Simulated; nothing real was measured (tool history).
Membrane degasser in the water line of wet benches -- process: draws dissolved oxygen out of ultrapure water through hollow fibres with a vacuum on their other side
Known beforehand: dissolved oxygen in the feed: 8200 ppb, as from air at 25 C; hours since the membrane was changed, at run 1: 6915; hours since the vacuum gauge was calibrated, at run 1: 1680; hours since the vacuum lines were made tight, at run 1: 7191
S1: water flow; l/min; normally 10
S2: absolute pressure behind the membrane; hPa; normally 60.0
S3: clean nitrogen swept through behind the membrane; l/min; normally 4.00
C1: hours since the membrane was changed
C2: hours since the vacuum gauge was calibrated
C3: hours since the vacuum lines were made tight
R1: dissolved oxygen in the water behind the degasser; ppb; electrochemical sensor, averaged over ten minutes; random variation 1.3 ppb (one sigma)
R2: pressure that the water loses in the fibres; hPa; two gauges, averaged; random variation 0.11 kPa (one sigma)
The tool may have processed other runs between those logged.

run	hour	S1	S2	S3	C1	C2	C3	R1	R2
1	0.0	10	60.0	4.00	6915	1680	7191	134.1	323.7
2	220.0	10	60.0	4.00	7135	1900	7411	135.6	325.6
3	364.2	10	80.6	4.00	7279	2044	7555	148.9	326.1
4	583.9	10	60.0	7.49	7499	2264	7775	126.5	323.0
5	815.3	10	60.0	7.49	7730	2495	8006	126.7	324.5
6	1082.5	10	60.0	7.49	7997	2762	8274	127.1	324.2
7	1242.0	10	76.7	7.49	8157	2922	8433	132.6	324.1
8	1412.7	10	76.7	7.49	8328	3093	8604	135.1	324.8
9	1595.4	10	60.0	4.19	8510	3275	8786	134.9	326.2
10	1822.8	10	60.0	4.19	8738	3503	9014	136.7	326.6
11	2001.4	10	60.0	2.74	8916	3681	9192	146.9	324.5
# hour 2150.3: seals of the vacuum lines changed
12	2157.3	10	60.0	3.07	9070	3835	7	141.2	324.6
13	2316.9	10	89.7	3.07	9230	3995	167	164.9	326.0
14	2461.7	10	89.7	3.07	9375	4139	311	166.3	325.1
15	2655.7	10	36.3	4.00	9569	4334	505	122.3	328.0
16	2837.8	10	36.3	4.00	9751	4516	687	121.5	325.5
17	2993.9	10	53.1	4.00	9907	4672	844	135.1	325.7
18	3151.8	8	60.0	8.81	10065	4830	1001	76.4	262.1
19	3384.8	8	60.0	8.81	10298	5063	1234	77.6	260.8
20	3529.3	8	70.7	4.11	10442	5207	1379	91.0	260.7
21	3767.5	6	145.0	8.47	10680	5445	1617	54.0	196.2

Predict the results of run 22:
22	3974.6	7	52.3	1.64	10888	5652	1824	?	?

Run 22 came out at R1 74.7 ppb, R2 229.2 hPa.
Take away the tool's hidden state, keep the run-to-run variation as it was, and the same run would have given R1 63.4 ppb, R2 222.1 hPa.
